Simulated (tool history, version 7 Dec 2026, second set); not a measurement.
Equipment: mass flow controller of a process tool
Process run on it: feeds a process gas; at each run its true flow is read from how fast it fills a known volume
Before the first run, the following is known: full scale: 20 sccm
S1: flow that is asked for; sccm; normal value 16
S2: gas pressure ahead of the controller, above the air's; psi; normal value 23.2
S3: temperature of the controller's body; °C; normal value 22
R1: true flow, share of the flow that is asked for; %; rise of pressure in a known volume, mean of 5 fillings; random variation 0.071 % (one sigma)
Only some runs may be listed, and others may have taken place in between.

Run 1, hour 0.0: usual settings. Result: R1 99.24 %.
Run 2, hour 113.2: usual settings. Result: R1 99.08 %.
Run 3, hour 168.9: usual settings. Result: R1 99.11 %.
Run 4, hour 256.9: usual settings but S3 30 °C. Result: R1 99.61 %.
Run 5, hour 321.2: usual settings but S3 34 °C. Result: R1 99.60 %.
Run 6, hour 385.8: usual settings but S2 34.4 psi. Result: R1 98.65 %.
Run 7, hour 490.8: usual settings but S1 9 sccm, S2 34.4 psi. Result: R1 97.37 %.
Run 8, hour 590.7: usual settings but S2 22.3 psi. Result: R1 99.13 %.
Run 9, hour 674.3: usual settings but S2 22.3 psi. Result: R1 98.96 %.
Run 10, hour 751.2: usual settings but S2 22.3 psi. Result: R1 98.95 %.
Run 11, hour 805.7: usual settings but S2 22.3 psi. Result: R1 98.97 %.
At hour 816.7: controller's zero set anew.
Run 12, hour 858.2: usual settings but S2 22.3 psi. Result: R1 98.81 %.
Run 13, hour 932.3: usual settings but S2 22.3 psi. Result: R1 98.80 %.
Run 14, hour 1047.5: usual settings but S1 15 sccm. Result: R1 98.54 %.
Run 15, hour 1113.0: usual settings but S1 14 sccm, S2 32.1 psi, S3 40 °C. Result: R1 98.87 %.
Run 16, hour 1184.7: usual settings but S2 23.6 psi, S3 26 °C. Result: R1 98.81 %.
At hour 1245.0: controller's zero set anew, once more.
Run 17, hour 1288.6: usual settings but S2 23.6 psi, S3 26 °C. Result: R1 99.08 %.
Run 18, hour 1363.0: usual settings but S2 36.7 psi. Result: R1 98.27 %.
Run 19, hour 1466.8: usual settings but S2 36.7 psi. Result: R1 98.12 %.
Run 20, hour 1563.9: usual settings but S2 22.6 psi, S3 23 °C. Result: R1 98.59 %.
Run 21, hour 1687.8: usual settings but S1 2 sccm, S2 36.0 psi, S3 27 °C. Result: R1 96.08 %.
Run 22, hour 1782.0: usual settings but S1 2 sccm, S2 22.0 psi, S3 31 °C. Result: R1 96.79 %.
Run 23, hour 1908.2: usual settings but S1 4 sccm. Result: R1 96.66 %.
Run 24, hour 1989.6: usual settings but S1 8 sccm, S2 33.8 psi, S3 34 °C. Result: R1 97.42 %.
Run 25, hour 2102.6: usual settings but S1 7 sccm, S2 29.6 psi, S3 26 °C. Result: R1 96.93 %.
Run 26, hour 2175.5: usual settings but S2 39.2 psi, S3 32 °C. Result: R1 98.19 %.
Run 27, hour 2296.2: usual settings but S2 39.2 psi, S3 32 °C. Result: R1 98.19 %.

Measured result minus the same run's result without the hidden state. Both carry the same run-to-run variation, though not necessarily the same gauge scatter:
Hidden conditions of the tool in this case: flow at rest that the sensor doesn't see, % of full scale; true flow over the shown one, %; drift of the gauge itself on true_pct, %.
run     R1
  1  -0.30
  2  -0.34
  3  -0.38
  4  -0.41
  5  -0.45
  6  -0.48
  7  -0.63
  8  -0.58
  9  -0.62
 10  -0.65
 11  -0.68
 12  -0.74
 13  -0.78
 14  -0.84
 15  -0.90
 16  -0.90
 17  -0.73
 18  -0.77
 19  -0.81
 20  -0.86
 21  -1.24
 22  -1.34
 23  -1.22
 24  -1.15
 25  -1.22
 26  -1.16
 27  -1.22

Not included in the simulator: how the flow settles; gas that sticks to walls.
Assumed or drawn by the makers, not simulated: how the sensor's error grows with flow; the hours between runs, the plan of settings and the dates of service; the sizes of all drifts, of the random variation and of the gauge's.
